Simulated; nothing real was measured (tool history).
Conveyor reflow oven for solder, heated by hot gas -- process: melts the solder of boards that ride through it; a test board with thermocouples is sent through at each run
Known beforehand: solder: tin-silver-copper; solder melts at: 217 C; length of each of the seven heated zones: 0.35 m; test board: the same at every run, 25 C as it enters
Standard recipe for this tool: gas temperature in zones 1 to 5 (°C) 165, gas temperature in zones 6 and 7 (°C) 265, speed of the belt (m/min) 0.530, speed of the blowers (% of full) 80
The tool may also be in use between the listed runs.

run,hour,gas temperature in zones 1 to 5 (°C),gas temperature in zones 6 and 7 (°C),speed of the belt (m/min),speed of the blowers (% of full),highest temperature of the board (°C),time above the solder's melting point (s)
1,0.0,165,265,0.530,80,249.0,54.1
2,10.3,165,265,0.530,80,247.9,53.5
3,17.3,165,265,0.530,80,248.6,53.5
4,22.8,165,265,0.530,69,247.1,50.9
5,34.1,165,265,0.530,69,245.9,51.2
6,41.9,165,265,0.530,75,246.9,53.0
7,50.2,158,265,0.530,80,248.4,50.4
8,57.5,165,265,0.530,80,248.9,53.5
9,68.4,165,265,0.530,80,248.8,53.3
10,78.4,165,265,0.530,80,248.3,53.2
11,83.0,165,265,0.530,80,247.9,53.1
12,89.4,165,265,0.530,80,248.0,51.9
13,98.5,165,265,0.530,60,245.0,48.0
14,107.1,165,265,0.530,60,244.5,48.3
15,115.1,165,265,0.530,60,244.6,48.1
16,126.1,165,253,0.530,60,234.5,38.3
17,136.1,165,260,0.451,90,250.2,66.6
18,146.5,165,260,0.451,90,250.5,65.7
19,156.6,165,260,0.468,90,249.9,62.9
20,161.7,174,260,0.489,80,249.0,62.4

Run 21 has not been measured yet. What should we expect?
21,167.4,165,267,0.530,80,?,?

{"run 21": {"highest temperature of the board (°C)": 250.1, "time above the solder's melting point (s)": 54.8}}
Had the tool carried no hidden state, the very same run would have given highest temperature of the board (°C) 250.2, time above the solder's melting point (s) 54.9.

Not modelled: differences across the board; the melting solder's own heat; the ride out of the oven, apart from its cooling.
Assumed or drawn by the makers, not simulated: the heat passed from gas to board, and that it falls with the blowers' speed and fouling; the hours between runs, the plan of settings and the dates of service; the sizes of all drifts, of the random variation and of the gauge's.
